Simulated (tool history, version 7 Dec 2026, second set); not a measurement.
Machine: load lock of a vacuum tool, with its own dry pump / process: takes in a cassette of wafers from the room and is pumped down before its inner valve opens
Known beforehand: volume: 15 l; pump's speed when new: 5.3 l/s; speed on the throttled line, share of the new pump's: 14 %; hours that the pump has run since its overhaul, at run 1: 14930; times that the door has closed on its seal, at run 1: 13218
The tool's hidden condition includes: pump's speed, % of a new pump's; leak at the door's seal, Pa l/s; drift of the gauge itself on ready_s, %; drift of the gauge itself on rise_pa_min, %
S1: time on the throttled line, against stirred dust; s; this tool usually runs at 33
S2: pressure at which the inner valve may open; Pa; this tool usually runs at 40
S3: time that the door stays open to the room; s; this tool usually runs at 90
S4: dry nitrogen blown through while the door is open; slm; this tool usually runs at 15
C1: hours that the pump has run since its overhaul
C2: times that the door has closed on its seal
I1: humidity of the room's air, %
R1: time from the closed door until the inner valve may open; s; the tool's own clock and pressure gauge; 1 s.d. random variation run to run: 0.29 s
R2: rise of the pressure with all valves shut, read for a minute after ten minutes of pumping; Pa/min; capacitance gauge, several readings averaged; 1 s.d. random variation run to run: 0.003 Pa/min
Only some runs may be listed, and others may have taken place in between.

{"run": 1, "hour": 0.0, "S1": 33, "S2": 40, "S3": 90, "S4": 15, "C1": 14930, "C2": 13218, "I1": 45.2, "R1": 51.1, "R2": 0.053}
{"run": 2, "hour": 299.4, "S1": 33, "S2": 40, "S3": 90, "S4": 15, "C1": 15229, "C2": 13979, "I1": 45.2, "R1": 50.9, "R2": 0.058}
{"run": 3, "hour": 582.2, "S1": 33, "S2": 40, "S3": 90, "S4": 15, "C1": 15512, "C2": 14699, "I1": 49.7, "R1": 51.1, "R2": 0.059}
{"run": 4, "hour": 796.9, "S1": 33, "S2": 40, "S3": 90, "S4": 15, "C1": 15727, "C2": 15245, "I1": 43.9, "R1": 50.7, "R2": 0.055}
{"run": 5, "hour": 1072.4, "S1": 33, "S2": 40, "S3": 90, "S4": 15, "C1": 16002, "C2": 15946, "I1": 45.7, "R1": 50.9, "R2": 0.054}
{"run": 6, "hour": 1329.2, "S1": 33, "S2": 40, "S3": 90, "S4": 15, "C1": 16259, "C2": 16599, "I1": 49.3, "R1": 50.9, "R2": 0.065}
{"run": 7, "hour": 1591.3, "S1": 33, "S2": 50, "S3": 90, "S4": 15, "C1": 16521, "C2": 17266, "I1": 43.7, "R1": 50.0, "R2": 0.057}
{"run": 8, "hour": 1823.2, "S1": 57, "S2": 50, "S3": 90, "S4": 15, "C1": 16753, "C2": 17856, "I1": 42.9, "R1": 70.5, "R2": 0.054}
{"run": 9, "hour": 2053.2, "S1": 57, "S2": 50, "S3": 90, "S4": 15, "C1": 16983, "C2": 18441, "I1": 41.9, "R1": 70.7, "R2": 0.05}
{"run": 10, "hour": 2274.5, "S1": 57, "S2": 50, "S3": 90, "S4": 15, "C1": 17205, "C2": 19004, "I1": 42.7, "R1": 70.9, "R2": 0.052}
{"run": 11, "hour": 2469.1, "S1": 57, "S2": 50, "S3": 90, "S4": 15, "C1": 17399, "C2": 19499, "I1": 45.2, "R1": 71.0, "R2": 0.053}
{"run": 12, "hour": 2747.3, "S1": 57, "S2": 50, "S3": 90, "S4": 15, "C1": 17677, "C2": 20206, "I1": 45.9, "R1": 71.2, "R2": 0.054}
{"run": 13, "hour": 2922.0, "S1": 57, "S2": 50, "S3": 90, "S4": 15, "C1": 17852, "C2": 20651, "I1": 45.9, "R1": 71.0, "R2": 0.053}
{"run": 14, "hour": 3192.7, "S1": 57, "S2": 50, "S3": 90, "S4": 15, "C1": 18123, "C2": 21339, "I1": 39.8, "R1": 70.7, "R2": 0.044}
{"run": 15, "hour": 3477.5, "S1": 33, "S2": 40, "S3": 90, "S4": 6, "C1": 18408, "C2": 22064, "I1": 42.2, "R1": 51.0, "R2": 0.072}
{"run": 16, "hour": 3747.9, "S1": 33, "S2": 40, "S3": 90, "S4": 6, "C1": 18678, "C2": 22751, "I1": 44.2, "R1": 50.8, "R2": 0.067}
{"run": 17, "hour": 3962.9, "S1": 33, "S2": 40, "S3": 90, "S4": 6, "C1": 18893, "C2": 23298, "I1": 47.4, "R1": 51.0, "R2": 0.071}
{"run": 18, "hour": 4204.3, "S1": 53, "S2": 40, "S3": 90, "S4": 6, "C1": 19134, "C2": 23913, "I1": 42.7, "R1": 67.4, "R2": 0.07}
{"run": 19, "hour": 4373.1, "S1": 53, "S2": 40, "S3": 90, "S4": 6, "C1": 19303, "C2": 24342, "I1": 45.2, "R1": 67.8, "R2": 0.067}
{"run": 20, "hour": 4572.0, "S1": 53, "S2": 40, "S3": 90, "S4": 6, "C1": 19502, "C2": 24848, "I1": 47.1, "R1": 68.8, "R2": 0.078}
{"run": 21, "hour": 4744.0, "S1": 33, "S2": 40, "S3": 49, "S4": 15, "C1": 19674, "C2": 25285, "I1": 47.2, "R1": 50.8, "R2": 0.039}
{"run": 22, "hour": 5013.8, "S1": 33, "S2": 40, "S3": 49, "S4": 15, "C1": 19944, "C2": 25972, "I1": 46.9, "R1": 50.7, "R2": 0.037}
{"run": 23, "hour": 5177.2, "S1": 33, "S2": 40, "S3": 49, "S4": 15, "C1": 20107, "C2": 26387, "I1": 44.3, "R1": 51.4, "R2": 0.035}
{"run": 24, "hour": 5341.7, "S1": 33, "S2": 40, "S3": 49, "S4": 15, "C1": 20272, "C2": 26806, "I1": 39.2, "R1": 50.9, "R2": 0.028}
{"hour": 5471.6, "done": "dry pump taken out, an overhauled one fitted"}
{"run": 25, "hour": 5541.4, "S1": 25, "S2": 67, "S3": 154, "S4": 22, "C1": 70, "C2": 27299, "I1": 45.3, "R1": 42.8, "R2": 0.068}
{"run": 26, "hour": 5677.7, "S1": 25, "S2": 29, "S3": 33, "S4": 22, "C1": 206, "C2": 27645, "I1": 46.0, "R1": 45.0, "R2": 0.028}
{"run": 27, "hour": 5849.3, "S1": 25, "S2": 29, "S3": 33, "S4": 22, "C1": 378, "C2": 28082, "I1": 45.0, "R1": 45.1, "R2": 0.025}
{"run": 28, "hour": 6077.5, "S1": 33, "S2": 30, "S3": 90, "S4": 15, "C1": 606, "C2": 28662, "I1": 41.5, "R1": 51.8, "R2": 0.046}
{"run": 29, "hour": 6345.0, "S1": 33, "S2": 30, "S3": 90, "S4": 15, "C1": 873, "C2": 29343, "I1": 43.0, "R1": 51.7, "R2": 0.056}

What does the tool deliver on the next run?
{"run": 30, "hour": 6575.4, "S1": 33, "S2": 40, "S3": 112, "S4": 15, "C1": 1104, "C2": 29929, "I1": 47.9, "R1": "?", "R2": "?"}

Run 30 came out at R1 50.8 s, R2 0.068 Pa/min.
On a tool with no hidden condition, and with the same random variation, this run would have come out at R1 50.8 s, R2 0.068 Pa/min.
